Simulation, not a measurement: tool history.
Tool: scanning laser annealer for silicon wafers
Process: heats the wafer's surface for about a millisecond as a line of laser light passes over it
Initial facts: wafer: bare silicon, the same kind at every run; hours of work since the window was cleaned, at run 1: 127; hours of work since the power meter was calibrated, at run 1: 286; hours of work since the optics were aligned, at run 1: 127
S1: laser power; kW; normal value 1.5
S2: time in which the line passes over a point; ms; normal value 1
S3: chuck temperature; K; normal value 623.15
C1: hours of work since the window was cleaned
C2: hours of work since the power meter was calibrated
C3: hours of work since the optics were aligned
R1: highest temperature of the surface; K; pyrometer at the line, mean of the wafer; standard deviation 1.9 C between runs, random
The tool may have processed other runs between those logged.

run	day	S1	S2	S3	C1	C2	C3	R1
1	0	1.5	1	623.15	127	286	127	1381.15
2	2.025	1.5	1	623.15	149	308	149	1375.15
3	3.971	1.5	1	623.15	171	330	171	1377.15
4	5.892	1.5	1	623.15	192	351	192	1371.15
5	7.921	1.5	1	623.15	215	374	215	1370.15
6	10.146	1.5	1	592.15	239	398	239	1338.15
7	12.608	1.609	1	592.15	267	426	267	1402.15
8	15.588	1.609	1	592.15	300	459	300	1407.15
9	18.896	1.5	1.05	623.15	336	495	336	1380.15
10	20.371	1.5	1.21	623.15	353	512	353	1426.15
# day 21.358: window over the wafer cleaned
11	22.708	1.5	1.21	623.15	15	537	378	1462.15
12	24.208	1.5	1	623.15	32	553	395	1383.15
13	25.671	1.5	1	623.15	48	570	411	1388.15
14	27.175	1.5	1	623.15	65	586	427	1384.15
15	30.271	1.5	1.12	623.15	99	621	462	1423.15
16	32.921	1.5	0.87	623.15	128	650	491	1329.15
# day 33.271: optics aligned, line set to its width
17	35.575	1.5	0.8	623.15	156	677	26	1299.15
18	37.496	1.362	1	623.15	177	699	47	1282.15
19	39.983	1.5	1	630.15	204	726	75	1378.15
20	41.833	1.5	1	630.15	225	747	95	1377.15
# day 42.212: optics aligned, line set to its width, once more
21	45.004	1.5	1	630.15	258	780	31	1377.15
22	47.867	1.304	0.84	590.15	290	812	63	1161.15
23	50.25	1.377	0.84	590.15	316	838	89	1199.15
24	53.488	1.377	0.84	590.15	352	874	125	1198.15
# day 54.6: window over the wafer cleaned
25	56.208	1.471	0.81	620.15	18	903	155	1292.15
26	58.262	1.311	1.24	591.15	41	926	177	1293.15
27	60.471	1.429	1	599.15	65	951	202	1306.15
28	63.325	1.429	1	599.15	97	982	234	1304.15
29	66.7	1.5	1	616.15	134	1020	271	1363.15
30	68.8	1.414	0.71	606.15	158	1043	294	1192.15
31	70.325	1.505	0.97	618.15	175	1060	311	1357.15
32	72.046	1.512	0.97	634.15	194	1079	330	1376.15
33	73.508	1.455	0.97	634.15	210	1095	347	1335.15
34	76.575	1.455	0.97	634.15	244	1129	381	1337.15
35	79.567	1.621	1	623.15	277	1163	414	1437.15
36	82.158	1.621	1.24	597.15	306	1191	443	1492.15
37	83.896	1.5	1.18	651.15	325	1211	462	1442.15
38	86.1	1.5	1.18	651.15	350	1235	486	1439.15
# day 87.408: window over the wafer cleaned
39	88.046	1.529	0.7	616.15	7	1256	507	1274.15
40	91.162	1.5	1.04	643.15	42	1291	542	1413.15

Measured less the same run without the tool's hidden state. The same run-to-run variation is in both; the gauge's scatter may not be:
What the log doesn't record here: light that passes the window, % of a clean one's; laser's true power over the reading, %; width of the line over the set one, %; drift of the gauge itself on peak_c, C.
run	R1
1	-17
2	-18
3	-20
4	-22
5	-24
6	-26
7	-32
8	-35
9	-36
10	-40
11	-8
12	-8
13	-9
14	-11
15	-16
16	-16
17	-18
18	-20
19	-25
20	-26
21	-27
22	-22
23	-26
24	-29
25	-12
26	-15
27	-17
28	-19
29	-24
30	-20
31	-27
32	-29
33	-29
34	-32
35	-41
36	-47
37	-44
38	-46
39	-13
40	-19
